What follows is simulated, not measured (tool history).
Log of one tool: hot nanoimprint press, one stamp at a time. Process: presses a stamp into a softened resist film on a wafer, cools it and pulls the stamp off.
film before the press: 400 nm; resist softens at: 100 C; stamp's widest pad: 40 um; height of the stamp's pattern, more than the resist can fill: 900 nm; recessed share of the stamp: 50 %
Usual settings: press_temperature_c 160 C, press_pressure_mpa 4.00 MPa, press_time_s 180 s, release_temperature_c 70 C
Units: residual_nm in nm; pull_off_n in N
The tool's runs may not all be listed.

run	day	press_temperature_c	press_pressure_mpa	press_time_s	release_temperature_c	residual_nm	pull_off_n
1	0.000	160	4.00	180	70	236.3	166
2	2.700	160	4.00	180	70	238.8	165
3	4.217	160	4.00	208	70	224.7	166
4	6.571	160	4.00	180	69	237.3	169
# day 7.375: plate thermocouple calibrated
5	9.679	160	4.00	180	69	237.8	169
6	11.729	160	3.56	180	69	248.5	169
# day 13.362: stamp cleaned and given a new release coat
7	14.871	160	3.56	180	69	250.4	168
8	17.417	160	4.00	180	70	239.1	166
9	19.138	160	4.00	180	70	241.4	164
10	21.650	160	4.00	180	70	239.8	167
11	24.604	160	4.33	180	70	233.9	164
12	25.862	160	4.00	180	70	240.9	166
# day 28.958: press's hydraulic seals changed and the load cell set to zero
13	28.958	160	4.00	180	70	240.8	165
14	31.758	160	4.00	180	70	242.0	166
# day 33.017: stamp cleaned and given a new release coat
15	33.921	160	4.00	199	70	232.7	166
16	35.196	160	4.00	199	70	232.8	166
17	37.042	160	4.15	97	70	283.5	166
18	39.908	160	4.15	97	70	284.7	165
# day 42.225: plate thermocouple calibrated
19	42.346	160	4.12	180	74	239.5	150

The next listed run, before its measurement:
20	44.575	160	4.12	180	74	?	?

Run 20 gave residual_nm 239.9 nm, pull_off_n 150 N.
Without the tool's hidden state the same run would have given residual_nm 233.7 nm, pull_off_n 150 N.
